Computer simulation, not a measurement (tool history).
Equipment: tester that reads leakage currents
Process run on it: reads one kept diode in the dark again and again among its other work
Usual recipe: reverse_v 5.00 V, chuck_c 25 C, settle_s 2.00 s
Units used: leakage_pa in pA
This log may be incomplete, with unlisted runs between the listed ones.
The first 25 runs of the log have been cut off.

| run | hour | reverse_v | chuck_c | settle_s | hours of work since the probe card was cleaned | hours of work since the tester was calibrated | hours of work since the chuck was calibrated | leakage_pa |
|---|---|---|---|---|---|---|---|---|
| 26 | 4747.0 | 1.75 | 26 | 5.07 | 1625 | 3879 | 1785 | 5.56 |
| 27 | 5012.0 | 11.78 | 50 | 4.61 | 1796 | 4050 | 1957 | 85.42 |
| 28 | 5181.4 | 5.00 | 43 | 0.94 | 1906 | 4160 | 2066 | 33.26 |
|  | 5240.5 | chuck's temperature calibrated |
| 29 | 5379.0 | 5.00 | 25 | 1.05 | 2032 | 4286 | 89 | 12.21 |
| 30 | 5495.8 | 5.00 | 54 | 2.00 | 2107 | 4362 | 165 | 74.65 |
|  | 5611.1 | tester calibrated |
| 31 | 5611.1 | 5.00 | 54 | 5.01 | 2181 | 0 | 238 | 72.75 |
| 32 | 5811.3 | 5.00 | 40 | 2.00 | 2310 | 129 | 367 | 29.82 |
| 33 | 6034.7 | 5.00 | 40 | 2.00 | 2454 | 274 | 512 | 29.91 |
| 34 | 6173.3 | 5.00 | 40 | 2.00 | 2544 | 363 | 601 | 29.83 |
| 35 | 6347.3 | 6.51 | 29 | 2.31 | 2656 | 476 | 714 | 18.27 |
| 36 | 6537.0 | 6.46 | 25 | 2.00 | 2779 | 598 | 836 | 14.83 |
| 37 | 6716.1 | 9.51 | 55 | 0.88 | 2895 | 714 | 952 | 111.44 |
| 38 | 6905.1 | 9.63 | 40 | 0.59 | 3017 | 836 | 1074 | 46.16 |
| 39 | 7183.9 | 9.63 | 40 | 0.59 | 3197 | 1016 | 1254 | 46.45 |

Below are 4 alternative next runs, each starting from the tool's condition after run 39. Predict each:
| A | 7433.3 | 5.00 | 24 | 2.00 | 3358 | 1177 | 1415 | ? |
| B | 7433.3 | 12.98 | 49 | 0.59 | 3358 | 1177 | 1415 | ? |
| C | 7433.3 | 14.61 | 26 | 2.00 | 3358 | 1177 | 1415 | ? |
| D | 7433.3 | 1.03 | 45 | 0.37 | 3358 | 1177 | 1415 | ? |

| run | leakage_pa |
|---|---|
| A | 12.52 |
| B | 94.13 |
| C | 30.34 |
| D | 16.16 |
With no hidden state in the tool, these same runs would have given:
| run | leakage_pa |
|---|---|
| A | 8.50 |
| B | 88.08 |
| C | 18.06 |
| D | 16.36 |

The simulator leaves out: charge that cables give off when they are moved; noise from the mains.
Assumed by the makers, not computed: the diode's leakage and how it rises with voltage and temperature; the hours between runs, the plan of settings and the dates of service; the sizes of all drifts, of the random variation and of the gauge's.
